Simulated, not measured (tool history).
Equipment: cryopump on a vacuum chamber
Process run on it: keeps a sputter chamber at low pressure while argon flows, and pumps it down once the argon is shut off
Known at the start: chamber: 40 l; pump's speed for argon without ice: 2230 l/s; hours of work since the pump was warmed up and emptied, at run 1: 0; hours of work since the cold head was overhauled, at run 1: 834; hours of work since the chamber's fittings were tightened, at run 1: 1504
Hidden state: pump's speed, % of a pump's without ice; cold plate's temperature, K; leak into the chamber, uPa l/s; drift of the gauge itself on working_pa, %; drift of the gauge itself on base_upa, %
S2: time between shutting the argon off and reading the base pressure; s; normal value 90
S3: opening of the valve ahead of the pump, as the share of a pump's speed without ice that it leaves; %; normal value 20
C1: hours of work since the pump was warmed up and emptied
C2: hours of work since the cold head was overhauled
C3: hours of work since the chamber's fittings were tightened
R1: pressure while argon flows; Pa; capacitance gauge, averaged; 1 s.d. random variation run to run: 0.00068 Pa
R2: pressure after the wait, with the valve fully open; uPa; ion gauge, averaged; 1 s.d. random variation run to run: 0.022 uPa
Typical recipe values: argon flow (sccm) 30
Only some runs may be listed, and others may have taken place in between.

run 1 hour=0 | argon_flow_(sccm)=30 S2=90 S3=20 | C1=0 C2=834 C3=1504 | R1=0.1133 R2=0.98
run 2 hour=19.8 | argon_flow_(sccm)=30 S2=90 S3=20 | C1=11 C2=846 C3=1515 | R1=0.1151 R2=1.02
run 3 hour=52 | argon_flow_(sccm)=30 S2=90 S3=20 | C1=30 C2=864 C3=1534 | R1=0.1145 R2=1.02
run 4 hour=73.1 | argon_flow_(sccm)=36 S2=90 S3=20 | C1=42 C2=876 C3=1546 | R1=0.1383 R2=1.01
run 5 hour=107.7 | argon_flow_(sccm)=36 S2=90 S3=20 | C1=62 C2=896 C3=1565 | R1=0.1365 R2=1.07
run 6 hour=134.9 | argon_flow_(sccm)=36 S2=90 S3=20 | C1=77 C2=911 C3=1581 | R1=0.1372 R2=1.09
run 7 hour=167.3 | argon_flow_(sccm)=25 S2=90 S3=20 | C1=96 C2=930 C3=1600 | R1=0.0955 R2=1.09
run 8 hour=203.9 | argon_flow_(sccm)=17 S2=90 S3=20 | C1=117 C2=951 C3=1620 | R1=0.065 R2=1.07
run 9 hour=226.2 | argon_flow_(sccm)=17 S2=90 S3=20 | C1=129 C2=964 C3=1633 | R1=0.065 R2=1.09
run 10 hour=257.6 | argon_flow_(sccm)=30 S2=90 S3=20 | C1=147 C2=982 C3=1651 | R1=0.1154 R2=1.14
run 11 hour=289.3 | argon_flow_(sccm)=30 S2=90 S3=52 | C1=165 C2=1000 C3=1669 | R1=0.0459 R2=1.07
run 12 hour=331.9 | argon_flow_(sccm)=30 S2=90 S3=20 | C1=190 C2=1024 C3=1694 | R1=0.1139 R2=1.09
run 13 hour=356.7 | argon_flow_(sccm)=48 S2=90 S3=20 | C1=204 C2=1038 C3=1708 | R1=0.1836 R2=1.07
run 14 hour=392.5 | argon_flow_(sccm)=51 S2=90 S3=20 | C1=225 C2=1059 C3=1728 | R1=0.1955 R2=1.14
run 15 hour=430.8 | argon_flow_(sccm)=51 S2=90 S3=20 | C1=246 C2=1081 C3=1750 | R1=0.1956 R2=1.17
run 16 hour=472 | argon_flow_(sccm)=51 S2=90 S3=20 | C1=270 C2=1104 C3=1774 | R1=0.1967 R2=1.16
run 17 hour=515 | argon_flow_(sccm)=51 S2=90 S3=20 | C1=295 C2=1129 C3=1798 | R1=0.196 R2=1.1
run 18 hour=542.9 | argon_flow_(sccm)=45 S2=191 S3=21 | C1=311 C2=1145 C3=1814 | R1=0.1654 R2=0.96
run 19 hour=565.3 | argon_flow_(sccm)=40 S2=80 S3=24 | C1=323 C2=1158 C3=1827 | R1=0.1293 R2=1.21
run 20 hour=596.8 | argon_flow_(sccm)=17 S2=90 S3=30 | C1=341 C2=1176 C3=1845 | R1=0.0443 R2=1.19
run 21 hour=629.4 | argon_flow_(sccm)=48 S2=44 S3=16 | C1=360 C2=1194 C3=1864 | R1=0.2316 R2=1.65
run 22 hour=653.2 | argon_flow_(sccm)=48 S2=38 S3=30 | C1=374 C2=1208 C3=1877 | R1=0.1247 R2=1.8
run 23 hour=690.9 | argon_flow_(sccm)=48 S2=38 S3=30 | C1=395 C2=1229 C3=1899 | R1=0.1247 R2=1.78
run 24 hour=718.1 | argon_flow_(sccm)=48 S2=38 S3=36 | C1=411 C2=1245 C3=1915 | R1=0.1045 R2=1.79
run 25 hour=763.7 | argon_flow_(sccm)=36 S2=90 S3=16 | C1=437 C2=1271 C3=1941 | R1=0.1734 R2=1.25
run 26 hour=796.4 | argon_flow_(sccm)=36 S2=187 S3=17 | C1=456 C2=1290 C3=1959 | R1=0.1625 R2=1
run 27 hour=833.6 | argon_flow_(sccm)=33 S2=205 S3=20 | C1=477 C2=1311 C3=1981 | R1=0.1274 R2=1

For run 28, what comes out?
run 28 hour=879 | argon_flow_(sccm)=33 S2=205 S3=20 | C1=503 C2=1337 C3=2007 | R1=? R2=?

R1: 0.1277 Pa
R2: 1.04 uPa
Were there no unlogged condition in the tool, this run, its random variation unchanged, would have produced R1 0.1245 Pa, R2 0.34 uPa.
